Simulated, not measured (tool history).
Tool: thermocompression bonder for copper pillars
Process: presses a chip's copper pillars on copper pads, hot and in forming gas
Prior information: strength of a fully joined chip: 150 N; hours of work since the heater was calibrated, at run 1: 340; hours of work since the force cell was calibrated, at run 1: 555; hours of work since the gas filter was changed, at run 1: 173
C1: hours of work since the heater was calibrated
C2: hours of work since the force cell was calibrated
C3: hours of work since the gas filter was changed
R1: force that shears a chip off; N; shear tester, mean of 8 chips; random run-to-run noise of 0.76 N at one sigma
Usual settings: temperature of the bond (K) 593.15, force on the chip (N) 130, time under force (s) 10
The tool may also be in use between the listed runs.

run 1 day=0.000 | temperature_of_the_bond_(K)=593.15 force_on_the_chip_(N)=130 time_under_force_(s)=10 | C1=340 C2=555 C3=173 | R1=94.4
-- day=1.221 forming gas filter changed
run 2 day=1.479 | temperature_of_the_bond_(K)=593.15 force_on_the_chip_(N)=130 time_under_force_(s)=10 | C1=358 C2=572 C3=3 | R1=99.4
run 3 day=3.858 | temperature_of_the_bond_(K)=593.15 force_on_the_chip_(N)=130 time_under_force_(s)=14 | C1=386 C2=601 C3=31 | R1=110.0
run 4 day=6.367 | temperature_of_the_bond_(K)=593.15 force_on_the_chip_(N)=130 time_under_force_(s)=14 | C1=416 C2=630 C3=61 | R1=107.5
run 5 day=8.308 | temperature_of_the_bond_(K)=593.15 force_on_the_chip_(N)=130 time_under_force_(s)=14 | C1=439 C2=653 C3=84 | R1=106.8
run 6 day=11.417 | temperature_of_the_bond_(K)=593.15 force_on_the_chip_(N)=130 time_under_force_(s)=12 | C1=476 C2=690 C3=121 | R1=102.4
run 7 day=13.196 | temperature_of_the_bond_(K)=593.15 force_on_the_chip_(N)=130 time_under_force_(s)=12 | C1=497 C2=711 C3=142 | R1=101.1
run 8 day=16.304 | temperature_of_the_bond_(K)=593.15 force_on_the_chip_(N)=130 time_under_force_(s)=12 | C1=534 C2=748 C3=179 | R1=99.8
-- day=17.058 forming gas filter changed
run 9 day=18.604 | temperature_of_the_bond_(K)=593.15 force_on_the_chip_(N)=130 time_under_force_(s)=10 | C1=561 C2=775 C3=18 | R1=101.6
run 10 day=20.329 | temperature_of_the_bond_(K)=593.15 force_on_the_chip_(N)=130 time_under_force_(s)=10 | C1=581 C2=796 C3=39 | R1=101.5
run 11 day=22.750 | temperature_of_the_bond_(K)=593.15 force_on_the_chip_(N)=130 time_under_force_(s)=10 | C1=610 C2=825 C3=68 | R1=100.3
run 12 day=25.454 | temperature_of_the_bond_(K)=593.15 force_on_the_chip_(N)=130 time_under_force_(s)=10 | C1=642 C2=857 C3=100 | R1=98.7
run 13 day=27.671 | temperature_of_the_bond_(K)=593.15 force_on_the_chip_(N)=130 time_under_force_(s)=10 | C1=668 C2=883 C3=126 | R1=99.7
run 14 day=30.267 | temperature_of_the_bond_(K)=581.15 force_on_the_chip_(N)=130 time_under_force_(s)=10 | C1=699 C2=914 C3=157 | R1=91.5
-- day=32.746 forming gas filter changed
run 15 day=33.162 | temperature_of_the_bond_(K)=608.15 force_on_the_chip_(N)=93 time_under_force_(s)=13 | C1=733 C2=948 C3=5 | R1=99.7
run 16 day=35.104 | temperature_of_the_bond_(K)=577.15 force_on_the_chip_(N)=130 time_under_force_(s)=6 | C1=756 C2=971 C3=28 | R1=77.6
run 17 day=37.183 | temperature_of_the_bond_(K)=586.15 force_on_the_chip_(N)=169 time_under_force_(s)=6 | C1=781 C2=996 C3=53 | R1=97.6
run 18 day=39.867 | temperature_of_the_bond_(K)=586.15 force_on_the_chip_(N)=169 time_under_force_(s)=5 | C1=813 C2=1028 C3=85 | R1=92.4
-- day=40.829 force cell calibrated
run 19 day=41.746 | temperature_of_the_bond_(K)=579.15 force_on_the_chip_(N)=169 time_under_force_(s)=21 | C1=835 C2=11 C3=106 | R1=121.6
run 20 day=43.346 | temperature_of_the_bond_(K)=579.15 force_on_the_chip_(N)=169 time_under_force_(s)=21 | C1=854 C2=30 C3=125 | R1=121.1
run 21 day=45.246 | temperature_of_the_bond_(K)=582.15 force_on_the_chip_(N)=117 time_under_force_(s)=8 | C1=876 C2=52 C3=148 | R1=79.2
run 22 day=47.692 | temperature_of_the_bond_(K)=585.15 force_on_the_chip_(N)=79 time_under_force_(s)=7 | C1=905 C2=81 C3=177 | R1=57.8
-- day=48.533 forming gas filter changed
run 23 day=49.367 | temperature_of_the_bond_(K)=593.15 force_on_the_chip_(N)=130 time_under_force_(s)=18 | C1=925 C2=101 C3=10 | R1=116.9
run 24 day=51.083 | temperature_of_the_bond_(K)=590.15 force_on_the_chip_(N)=176 time_under_force_(s)=18 | C1=945 C2=121 C3=30 | R1=129.6
run 25 day=52.908 | temperature_of_the_bond_(K)=593.15 force_on_the_chip_(N)=130 time_under_force_(s)=10 | C1=967 C2=143 C3=52 | R1=101.8
run 26 day=55.371 | temperature_of_the_bond_(K)=593.15 force_on_the_chip_(N)=156 time_under_force_(s)=10 | C1=996 C2=172 C3=81 | R1=111.2
run 27 day=57.933 | temperature_of_the_bond_(K)=595.15 force_on_the_chip_(N)=156 time_under_force_(s)=19 | C1=1026 C2=203 C3=112 | R1=124.7
run 28 day=59.292 | temperature_of_the_bond_(K)=595.15 force_on_the_chip_(N)=156 time_under_force_(s)=19 | C1=1043 C2=219 C3=128 | R1=123.5

5 options for the next run, each taken on its own from the tool as it stands now. Forecast them:
run A day=61.038 | temperature_of_the_bond_(K)=595.15 force_on_the_chip_(N)=156 time_under_force_(s)=16 | C1=1063 C2=240 C3=148 | R1=?
run B day=61.038 | temperature_of_the_bond_(K)=585.15 force_on_the_chip_(N)=182 time_under_force_(s)=17 | C1=1063 C2=240 C3=148 | R1=?
run C day=61.038 | temperature_of_the_bond_(K)=623.15 force_on_the_chip_(N)=178 time_under_force_(s)=6 | C1=1063 C2=240 C3=148 | R1=?
run D day=61.038 | temperature_of_the_bond_(K)=595.15 force_on_the_chip_(N)=156 time_under_force_(s)=16 | C1=1063 C2=240 C3=148 | R1=?
run E day=61.038 | temperature_of_the_bond_(K)=601.15 force_on_the_chip_(N)=130 time_under_force_(s)=10 | C1=1063 C2=240 C3=148 | R1=?

run=A R1=121.3
run=B R1=123.4
run=C R1=116.0
run=D R1=121.5
run=E R1=103.3
What these runs would have given with no unlogged condition in the tool:
run=A R1=122.1
run=B R1=124.6
run=C R1=116.9
run=D R1=122.3
run=E R1=102.3
